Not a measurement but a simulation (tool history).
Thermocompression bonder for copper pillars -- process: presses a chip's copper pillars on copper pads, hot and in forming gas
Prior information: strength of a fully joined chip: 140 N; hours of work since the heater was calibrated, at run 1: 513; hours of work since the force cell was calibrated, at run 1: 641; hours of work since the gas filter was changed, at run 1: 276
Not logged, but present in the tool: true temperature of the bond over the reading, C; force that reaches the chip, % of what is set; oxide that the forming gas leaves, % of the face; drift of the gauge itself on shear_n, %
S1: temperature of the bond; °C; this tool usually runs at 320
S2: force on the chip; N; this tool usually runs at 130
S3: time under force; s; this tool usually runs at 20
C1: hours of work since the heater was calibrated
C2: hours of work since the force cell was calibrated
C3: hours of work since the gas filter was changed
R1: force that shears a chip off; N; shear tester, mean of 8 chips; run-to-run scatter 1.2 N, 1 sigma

run	hour	S1	S2	S3	C1	C2	C3	R1
1	0	320	130	20	513	641	276	89.7
2	19.6	320	130	20	522	650	285	92
# hour 39.4: forming gas filter changed
3	45.9	320	130	20	533	662	3	100.9
4	68.2	320	130	20	544	672	13	101.4
5	96.5	320	130	13	557	685	26	87.6
6	112.4	320	130	13	564	692	34	88.1
7	132.6	320	130	13	573	701	43	90.9
8	152.6	320	130	13	583	711	52	87.7
9	165.9	320	130	14	589	717	58	88.9
10	187.9	320	130	14	599	727	68	89
11	203.1	348	130	14	606	734	75	109.7
12	225.5	320	181	20	616	744	86	120.9
13	242	320	130	20	624	752	93	95.6
14	264	320	189	21	634	762	104	121.1
15	282.3	320	189	49	642	770	112	129.4
16	311.1	315	110	12	656	784	125	67.7
17	331.8	320	100	39	665	793	135	91.7
18	351.2	320	100	39	674	802	144	90.4
19	375.6	334	96	23	685	813	155	86.7
20	402	334	96	23	698	826	167	87.5
21	418.7	324	81	56	705	833	175	88.1
22	437.2	324	81	56	714	842	183	88.6
23	450.9	321	114	12	720	848	190	72
24	477.1	320	132	20	732	860	202	95.3
25	489.1	312	132	31	738	866	207	98.5

Branching from run 25: 4 alternative next runs. What would each branch give?
A	508.1	315	177	22	746	875	216	?
B	508.1	294	132	31	746	875	216	?
C	508.1	312	174	14	746	875	216	?
D	508.1	312	81	31	746	875	216	?

run	R1
A	110.9
B	82.4
C	96.5
D	62.9
The same runs, with their run-to-run variation unchanged, on a tool lacking any hidden condition would have given:
run	R1
A	123.2
B	94.4
C	108.7
D	72.9
